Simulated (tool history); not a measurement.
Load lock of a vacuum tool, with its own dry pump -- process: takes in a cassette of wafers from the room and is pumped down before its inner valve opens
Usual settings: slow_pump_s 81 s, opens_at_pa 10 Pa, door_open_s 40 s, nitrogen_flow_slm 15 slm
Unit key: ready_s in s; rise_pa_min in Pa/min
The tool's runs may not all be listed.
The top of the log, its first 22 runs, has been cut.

| run | hour | slow_pump_s | opens_at_pa | door_open_s | nitrogen_flow_slm | hours that the pump has run since its overhaul | times that the door has closed on its seal | incoming humidity of the room's air, % | ready_s | rise_pa_min |
|---|---|---|---|---|---|---|---|---|---|---|
| 23 | 4473.1 | 41 | 10 | 43 | 41 | 8880 | 626 | 44.3 | 76.6 | 0.018 |
| 24 | 4639.1 | 137 | 10 | 86 | 41 | 9046 | 1300 | 43.7 | 162.9 | 0.022 |
| 25 | 4854.0 | 137 | 10 | 86 | 41 | 9261 | 2173 | 46.7 | 162.5 | 0.037 |
| 26 | 5030.8 | 137 | 10 | 177 | 44 | 9438 | 2890 | 44.5 | 163.8 | 0.044 |
| 27 | 5170.2 | 131 | 10 | 47 | 9 | 9578 | 3456 | 44.3 | 157.0 | 0.057 |
| 28 | 5326.1 | 81 | 10 | 40 | 13 | 9733 | 4089 | 44.1 | 112.3 | 0.056 |
| 29 | 5546.5 | 81 | 13 | 40 | 15 | 9954 | 4984 | 43.9 | 112.6 | 0.066 |
| 30 | 5835.3 | 81 | 12 | 47 | 15 | 10243 | 6156 | 43.5 | 111.7 | 0.078 |
| 31 | 6111.6 | 81 | 12 | 47 | 15 | 10519 | 7278 | 45.2 | 113.1 | 0.090 |
| 32 | 6389.5 | 81 | 10 | 31 | 26 | 10797 | 8406 | 44.4 | 112.4 | 0.103 |
| 33 | 6677.8 | 81 | 12 | 40 | 6 | 11085 | 9576 | 43.4 | 113.2 | 0.135 |
| 34 | 6957.8 | 58 | 10 | 144 | 33 | 11365 | 10712 | 44.0 | 93.4 | 0.147 |
| 35 | 7235.7 | 58 | 10 | 144 | 33 | 11643 | 11841 | 43.9 | 93.8 | 0.164 |

What if the next run were any one of these 3? Each begins from the tool's condition after run 35:
| A | 7441.5 | 137 | 10 | 40 | 15 | 11849 | 12676 | 44.4 | ? | ? |
| B | 7441.5 | 141 | 10 | 144 | 7 | 11849 | 12676 | 46.4 | ? | ? |
| C | 7441.5 | 75 | 10 | 45 | 13 | 11849 | 12676 | 45.9 | ? | ? |

| run | ready_s | rise_pa_min |
|---|---|---|
| A | 164.3 | 0.165 |
| B | 165.8 | 0.228 |
| C | 107.7 | 0.176 |
Without the tool's unlogged condition, the same runs would have read:
| run | ready_s | rise_pa_min |
|---|---|---|
| A | 159.5 | 0.018 |
| B | 161.2 | 0.078 |
| C | 101.7 | 0.029 |
